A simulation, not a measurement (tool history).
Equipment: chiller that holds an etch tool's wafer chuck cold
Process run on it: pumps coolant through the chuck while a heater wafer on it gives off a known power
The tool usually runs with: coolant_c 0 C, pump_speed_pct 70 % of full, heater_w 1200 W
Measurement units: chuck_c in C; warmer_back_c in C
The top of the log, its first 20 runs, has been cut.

run	hour	coolant_c	pump_speed_pct	heater_w	hours since the coolant was changed and the channels were flushed	hours since the pump was overhauled	hours since the chiller's thermometer was calibrated	chuck_c	warmer_back_c
21	709.8	6	98	1148	2048	144	2773	13.4	2.88
22	752.0	9	63	1414	2090	186	2815	21.2	5.35
23	778.5	-3	70	1478	2117	213	2842	8.8	5.10
24	799.7	-6	79	1037	2138	234	2863	1.6	3.14
25	821.6	-6	79	1037	2160	256	2885	1.9	3.23
26	848.0	0	66	1244	2186	282	2911	10.2	4.53
27	880.0	0	81	907	2218	314	2943	6.6	2.73
28	906.9	0	81	907	2245	341	2970	6.5	2.70
29	938.8	0	70	1270	2277	373	3002	10.3	4.36
30	976.9	0	70	1270	2315	411	3040	10.2	4.35
31	1002.5	10	70	1676	2341	437	3066	23.3	5.80

Consider 4 possible next runs. They are alternatives, not a sequence: every one starts from the tool as it was left by run 31. What does each give?
A	1033.2	0	66	1312	2371	467	3096	?	?
B	1033.2	-8	69	1200	2371	467	3096	?	?
C	1033.2	7	94	914	2371	467	3096	?	?
D	1033.2	10	99	1676	2371	467	3096	?	?

run	chuck_c	warmer_back_c
A	11.1	4.81
B	1.6	4.16
C	13.0	2.35
D	20.8	4.08
With no hidden state in the tool, these same runs would have given:
run	chuck_c	warmer_back_c
A	10.1	4.78
B	0.7	4.14
C	12.3	2.33
D	19.9	4.05

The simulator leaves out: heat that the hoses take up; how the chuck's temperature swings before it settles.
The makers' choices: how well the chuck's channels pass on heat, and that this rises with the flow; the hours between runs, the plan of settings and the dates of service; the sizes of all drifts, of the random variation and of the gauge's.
